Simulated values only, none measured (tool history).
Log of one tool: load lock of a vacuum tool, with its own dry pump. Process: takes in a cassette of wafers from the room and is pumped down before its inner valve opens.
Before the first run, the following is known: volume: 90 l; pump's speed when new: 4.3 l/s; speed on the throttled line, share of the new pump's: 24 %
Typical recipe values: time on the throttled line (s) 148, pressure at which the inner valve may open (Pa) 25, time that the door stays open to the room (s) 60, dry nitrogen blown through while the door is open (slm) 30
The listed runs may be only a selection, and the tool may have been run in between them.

run    hour  time on the throttled line (s)  pressure at which the inner valve may open (Pa)  time that the door stays open to the room (s)  dry nitrogen blown through while the door is open (slm)  incoming humidity of the room's air, %  time from the closed door until the inner valve may open (s)  rise of the pressure with all valves shut (Pa/min)
  1     0.0                             148                                               25                                             60                                                       30                                    49.0                                                         294.1                                               0.155
  2   137.8                             148                                               25                                             60                                                       30                                    46.4                                                         297.1                                               0.156
  3   244.8                             148                                               25                                             60                                                       30                                    44.0                                                         297.7                                               0.163
  4   325.4                             148                                               40                                             60                                                       30                                    43.5                                                         285.4                                               0.156
  5   430.5                             148                                               40                                             60                                                       30                                    44.2                                                         287.5                                               0.170
  6   541.4                             148                                               40                                             60                                                       30                                    47.4                                                         286.3                                               0.177
  7   674.7                             148                                               40                                             60                                                       30                                    46.1                                                         284.7                                               0.177
  8   803.1                             148                                               40                                             60                                                       30                                    47.4                                                         288.4                                               0.187
  9   868.8                             148                                               25                                            181                                                       30                                    43.8                                                         299.6                                               0.201
 10  1002.3                             148                                               25                                             60                                                       30                                    47.9                                                         301.0                                               0.194
 11  1083.1                             148                                               40                                             60                                                       30                                    40.4                                                         288.1                                               0.192
 12  1231.2                             148                                               40                                             60                                                       30                                    47.2                                                         287.4                                               0.201
 13  1298.1                             148                                               40                                             60                                                       30                                    44.3                                                         284.9                                               0.210
 14  1372.4                             148                                               40                                             60                                                       30                                    41.3                                                         288.7                                               0.198
 15  1496.6                             148                                               40                                             61                                                       30                                    45.8                                                         285.3                                               0.211
 16  1632.6                             148                                               40                                             53                                                       30                                    44.8                                                         288.7                                               0.219
 17  1729.5                             148                                               40                                             53                                                       30                                    42.1                                                         291.2                                               0.224
 18  1872.6                             148                                               40                                             53                                                       30                                    42.0                                                         286.7                                               0.228
 19  1964.4                              91                                               25                                             60                                                       30                                    47.1                                                         254.4                                               0.241
 20  2051.0                              91                                               25                                             60                                                       30                                    43.8                                                         260.8                                               0.231
 21  2185.5                             148                                               20                                            230                                                       27                                    43.0                                                         304.0                                               0.272
 22  2278.0                             148                                               20                                            230                                                       27                                    43.1                                                         306.4                                               0.280
 23  2409.6                             228                                               49                                            239                                                       27                                    48.0                                                         344.5                                               0.290
 24  2498.2                             123                                               29                                            118                                                       27                                    44.7                                                         278.6                                               0.269
 25  2636.3                              77                                               25                                             60                                                       30                                    44.3                                                         248.4                                               0.261
 26  2750.9                              77                                               25                                             60                                                       30                                    46.3                                                         245.3                                               0.271
 27  2898.9                             238                                               25                                            160                                                       15                                    42.4                                                         368.8                                               0.302
 28  3035.1                             190                                               21                                             70                                                       15                                    43.1                                                         340.4                                               0.299
 29  3116.7                             148                                               21                                             30                                                       30                                    46.1                                                         307.3                                               0.277
 30  3211.5                             156                                               29                                             60                                                        7                                    43.6                                                         306.0                                               0.305
 31  3316.3                             148                                               46                                             42                                                       30                                    43.4                                                         290.6                                               0.298
 32  3448.4                             231                                               25                                             60                                                       30                                    48.0                                                         361.3                                               0.301
 33  3551.2                              88                                               47                                             60                                                        8                                    44.0                                                         241.4                                               0.330
 34  3676.2                              88                                               44                                            229                                                        5                                    44.3                                                         245.6                                               0.390
 35  3777.8                             113                                               33                                             28                                                       30                                    43.1                                                         269.9                                               0.304
 36  3884.9                             113                                               33                                             28                                                       30                                    45.8                                                         270.6                                               0.318
 37  3990.2                             148                                               25                                            103                                                       24                                    47.2                                                         303.6                                               0.344

4 options for the next run, each taken on its own from the tool as it stands now. Forecast them:
  A  4103.7                             284                                               25                                            103                                                       24                                    46.5                                                             ?                                                   ?
  B  4103.7                             293                                               25                                             60                                                       26                                    43.1                                                             ?                                                   ?
  C  4103.7                             148                                               25                                             73                                                       30                                    46.0                                                             ?                                                   ?
  D  4103.7                             128                                               22                                             60                                                       32                                    43.2                                                             ?                                                   ?

run  time from the closed door until the inner valve may open (s)  rise of the pressure with all valves shut (Pa/min)
  A                                                         401.6                                               0.349
  B                                                         410.4                                               0.337
  C                                                         306.3                                               0.348
  D                                                         292.7                                               0.342
With the hidden condition removed and each run's random variation left untouched, the same runs would have given:
run  time from the closed door until the inner valve may open (s)  rise of the pressure with all valves shut (Pa/min)
  A                                                         390.4                                               0.035
  B                                                         399.4                                               0.023
  C                                                         291.7                                               0.028
  D                                                         276.9                                               0.024
